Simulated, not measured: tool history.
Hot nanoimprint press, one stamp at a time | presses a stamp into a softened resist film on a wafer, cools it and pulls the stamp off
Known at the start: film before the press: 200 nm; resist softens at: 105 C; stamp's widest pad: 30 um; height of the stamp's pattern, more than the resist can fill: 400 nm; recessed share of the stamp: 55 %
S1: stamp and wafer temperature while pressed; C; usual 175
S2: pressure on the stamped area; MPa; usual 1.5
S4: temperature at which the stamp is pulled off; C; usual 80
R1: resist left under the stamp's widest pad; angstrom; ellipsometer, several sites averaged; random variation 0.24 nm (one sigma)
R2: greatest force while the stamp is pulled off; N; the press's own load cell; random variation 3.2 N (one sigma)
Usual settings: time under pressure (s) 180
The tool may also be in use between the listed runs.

Run 1, day 0: usual settings. Result: R1 861 angstrom, R2 147 N.
Run 2, day 0.358: usual settings. Result: R1 861 angstrom, R2 156 N.
Run 3, day 0.608: usual settings. Result: R1 864 angstrom, R2 151 N.
Run 4, day 0.85: usual settings. Result: R1 861 angstrom, R2 157 N.
Run 5, day 1.058: usual settings. Result: R1 867 angstrom, R2 151 N.
Run 6, day 1.417: usual settings. Result: R1 862 angstrom, R2 151 N.
Run 7, day 1.896: usual settings. Result: R1 858 angstrom, R2 152 N.
Run 8, day 2.1: usual settings but S2 1.91 MPa. Result: R1 762 angstrom, R2 157 N.
Run 9, day 2.55: usual settings but time under pressure (s) 234. Result: R1 773 angstrom, R2 148 N.
Run 10, day 2.983: usual settings but time under pressure (s) 234. Result: R1 775 angstrom, R2 156 N.
Run 11, day 3.238: usual settings but time under pressure (s) 234. Result: R1 774 angstrom, R2 152 N.
Run 12, day 3.508: usual settings but S1 183 C, S2 1.4 MPa, time under pressure (s) 110, S4 78 C. Result: R1 832 angstrom, R2 164 N.
Run 13, day 3.938: usual settings but S1 183 C, S2 1.14 MPa, time under pressure (s) 283, S4 78 C. Result: R1 634 angstrom, R2 158 N.
Run 14, day 4.233: usual settings but S2 1.47 MPa. Result: R1 861 angstrom, R2 153 N.
Run 15, day 4.429: usual settings but S1 181 C, S2 2.14 MPa, time under pressure (s) 150. Result: R1 631 angstrom, R2 155 N.
Run 16, day 4.717: usual settings but S1 187 C, S2 1.45 MPa, time under pressure (s) 297. Result: R1 481 angstrom, R2 149 N.
Run 17, day 5.083: usual settings but S1 187 C, S2 1.45 MPa, time under pressure (s) 297. Result: R1 484 angstrom, R2 160 N.
Run 18, day 5.379: usual settings but S1 173 C. Result: R1 909 angstrom, R2 159 N.
At day 5.633: gauge calibrated.
Run 19, day 5.733: usual settings but time under pressure (s) 170. Result: R1 881 angstrom, R2 152 N.
Run 20, day 6.025: usual settings but S2 1.95 MPa, S4 66 C. Result: R1 758 angstrom, R2 218 N.
Run 21, day 6.346: usual settings but S2 1.95 MPa, time under pressure (s) 303, S4 66 C. Result: R1 616 angstrom, R2 206 N.

Forecast each of these 4 alternatives for the next run:
Run A, day 6.738: usual settings but S2 1.09 MPa. Result: R1 ?, R2 ?.
Run B, day 6.738: usual settings but S1 180 C, S2 0.92 MPa, time under pressure (s) 303, S4 75 C. Result: R1 ?, R2 ?.
Run C, day 6.738: usual settings but S1 184 C. Result: R1 ?, R2 ?.
Run D, day 6.738: usual settings but S1 171 C, S2 1.18 MPa, time under pressure (s) 99, S4 66 C. Result: R1 ?, R2 ?.

run    R1   R2
  A  1003  149
  B   763  173
  C   648  156
  D  1302  219
Without the tool's hidden state the same runs would have given:
run    R1   R2
  A  1007  147
  B   766  171
  C   651  154
  D  1307  217
